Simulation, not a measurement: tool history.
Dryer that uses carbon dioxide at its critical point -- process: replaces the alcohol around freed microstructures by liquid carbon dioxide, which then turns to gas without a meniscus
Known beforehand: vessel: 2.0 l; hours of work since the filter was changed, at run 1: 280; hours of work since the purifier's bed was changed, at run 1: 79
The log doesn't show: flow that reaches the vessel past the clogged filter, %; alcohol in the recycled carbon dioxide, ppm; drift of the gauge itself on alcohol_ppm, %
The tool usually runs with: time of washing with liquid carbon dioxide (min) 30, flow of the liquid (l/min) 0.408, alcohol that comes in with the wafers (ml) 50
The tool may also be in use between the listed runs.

run	hour	time of washing with liquid carbon dioxide (min)	flow of the liquid (l/min)	alcohol that comes in with the wafers (ml)	hours of work since the filter was changed	hours of work since the purifier's bed was changed	alcohol left in the vessel before it's heated (ppm by volume)
1	0	30	0.408	50	280	79	358
2	16.1	30	0.408	50	288	86	364
3	32.2	30	0.408	46	295	94	339
4	50.3	30	0.408	46	304	102	344
5	68.4	30	0.408	46	312	111	341
6	77.9	30	0.408	46	317	115	345
7	85.6	30	0.554	46	321	119	96
8	103.6	30	0.554	60	329	127	120
9	113.1	30	0.554	60	333	132	120

Run 10 has not been measured yet. What should we expect?
10	121.1	30	0.378	60	337	136	?

{"run 10": {"alcohol left in the vessel before it's heated (ppm by volume)": 603}}
Had the tool carried no hidden state, the very same run would have given alcohol left in the vessel before it's heated (ppm by volume) 394.

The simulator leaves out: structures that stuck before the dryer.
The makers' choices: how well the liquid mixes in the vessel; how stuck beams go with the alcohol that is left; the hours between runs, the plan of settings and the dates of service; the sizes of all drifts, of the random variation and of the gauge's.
